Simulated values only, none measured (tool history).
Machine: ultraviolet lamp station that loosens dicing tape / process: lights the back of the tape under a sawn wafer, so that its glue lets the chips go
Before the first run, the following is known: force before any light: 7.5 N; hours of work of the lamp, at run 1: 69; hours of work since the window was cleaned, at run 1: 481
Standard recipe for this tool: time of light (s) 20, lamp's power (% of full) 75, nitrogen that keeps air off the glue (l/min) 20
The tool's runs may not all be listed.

run	day	time of light (s)	lamp's power (% of full)	nitrogen that keeps air off the glue (l/min)	hours of work of the lamp	hours of work since the window was cleaned	force that peels the tape off (N)	light that reached the tape (mJ/cm2)
1	0	20	75	20	69	481	0.489	316
2	0.467	20	75	20	78	490	0.503	312
3	0.942	20	75	20	87	499	0.5	316
4	1.404	20	75	20	96	508	0.493	314
5	1.704	20	89	20	102	513	0.362	368
6	1.962	20	89	20	106	518	0.372	368
7	2.462	20	89	20	116	528	0.393	367
8	2.717	20	75	8	121	533	0.719	310
9	3.071	20	75	8	128	539	0.727	303
10	3.542	20	75	8	137	548	0.738	299
11	3.8	20	75	8	141	553	0.74	305
12	4.079	20	61	20	147	559	0.748	250
13	4.317	20	75	20	151	563	0.525	305
14	4.821	20	75	20	161	573	0.539	301
# day 4.875: window cleaned of glue's vapour
15	5.054	20	80	20	165	3	0.491	319
16	5.462	20	80	20	173	11	0.491	317
# day 5.638: window cleaned of glue's vapour, once more
17	5.946	20	80	20	182	6	0.418	347
18	6.388	13	80	20	190	14	0.886	226
19	6.871	20	75	20	199	24	0.47	323
20	7.2	20	75	20	205	30	0.48	323
21	7.596	20	75	20	213	37	0.465	325
22	8.017	20	75	10	221	45	0.59	321
23	8.383	22	79	10	228	52	0.466	373
24	8.788	20	75	39	236	60	0.396	322
25	9.192	20	75	39	243	68	0.397	319
26	9.612	20	75	39	251	76	0.398	316

Run 27 comes next. What will it give?
27	9.817	20	75	10	255	80	?	?

{"run 27": {"force that peels the tape off (N)": 0.61, "light that reached the tape (mJ/cm2)": 320}}
With no hidden state in the tool, this same run would have given force that peels the tape off (N) 0.517, light that reached the tape (mJ/cm2) 350.
